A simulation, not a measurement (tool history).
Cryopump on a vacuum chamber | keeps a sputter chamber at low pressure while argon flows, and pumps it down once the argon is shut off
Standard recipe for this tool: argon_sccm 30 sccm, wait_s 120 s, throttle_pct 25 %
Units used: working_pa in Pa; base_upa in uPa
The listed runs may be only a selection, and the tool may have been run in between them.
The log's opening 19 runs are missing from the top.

Run 20, hour 1228.8: usual settings but argon_sccm 28 sccm, wait_s 67 s. Result: working_pa 0.1584 Pa, base_upa 2.19 uPa.
Run 21, hour 1306.7: usual settings but argon_sccm 28 sccm, wait_s 67 s. Result: working_pa 0.1611 Pa, base_upa 2.28 uPa.
Run 22, hour 1359.7: usual settings but argon_sccm 37 sccm, wait_s 97 s. Result: working_pa 0.2126 Pa, base_upa 1.99 uPa.
At hour 1393.0: pump warmed up, emptied and cooled again.
Run 23, hour 1413.4: usual settings but argon_sccm 45 sccm, wait_s 33 s, throttle_pct 16 %. Result: working_pa 0.3725 Pa, base_upa 3.42 uPa.
Run 24, hour 1478.5: usual settings but argon_sccm 25 sccm, wait_s 52 s, throttle_pct 34 %. Result: working_pa 0.0983 Pa, base_upa 2.60 uPa.
Run 25, hour 1557.9: usual settings but argon_sccm 13 sccm, wait_s 185 s, throttle_pct 15 %. Result: working_pa 0.1160 Pa, base_upa 1.46 uPa.
Run 26, hour 1601.5: usual settings but wait_s 69 s, throttle_pct 17 %. Result: working_pa 0.2367 Pa, base_upa 2.31 uPa.
Run 27, hour 1682.3: usual settings but wait_s 69 s, throttle_pct 17 %. Result: working_pa 0.2391 Pa, base_upa 2.39 uPa.
Run 28, hour 1741.6: usual settings but wait_s 43 s. Result: working_pa 0.1655 Pa, base_upa 3.23 uPa.
Run 29, hour 1811.7: usual settings but wait_s 21 s. Result: working_pa 0.1647 Pa, base_upa 5.10 uPa.
Run 30, hour 1894.4: usual settings but wait_s 21 s. Result: working_pa 0.1666 Pa, base_upa 5.14 uPa.
Run 31, hour 1968.7: usual settings but argon_sccm 21 sccm, wait_s 28 s, throttle_pct 29 %. Result: working_pa 0.1023 Pa, base_upa 4.53 uPa.
Run 32, hour 2041.2: usual settings but argon_sccm 21 sccm, wait_s 66 s, throttle_pct 45 %. Result: working_pa 0.0690 Pa, base_upa 2.85 uPa.
Run 33, hour 2093.8: usual settings but argon_sccm 21 sccm, wait_s 66 s, throttle_pct 45 %. Result: working_pa 0.0689 Pa, base_upa 2.93 uPa.

What if the next run were any one of these 5? Each begins from the tool's condition after run 33:
Run A, hour 2131.3: usual settings but argon_sccm 21 sccm, wait_s 235 s, throttle_pct 20 %. Result: working_pa ?, base_upa ?.
Run B, hour 2131.3: usual settings but argon_sccm 21 sccm, wait_s 205 s, throttle_pct 57 %. Result: working_pa ?, base_upa ?.
Run C, hour 2131.3: usual settings but argon_sccm 29 sccm, wait_s 66 s, throttle_pct 29 %. Result: working_pa ?, base_upa ?.
Run D, hour 2131.3: usual settings but wait_s 164 s. Result: working_pa ?, base_upa ?.
Run E, hour 2131.3: usual settings but argon_sccm 21 sccm, wait_s 247 s, throttle_pct 30 %. Result: working_pa ?, base_upa ?.

run  working_pa  base_upa
  A      0.1460      1.96
  B      0.0558      2.03
  C      0.1428      3.04
  D      0.1699      2.20
  E      0.1005      1.99
With no hidden state in the tool, these same runs would have given:
run  working_pa  base_upa
  A      0.1389      0.55
  B      0.0486      0.61
  C      0.1328      1.56
  D      0.1595      0.76
  E      0.0933      0.55
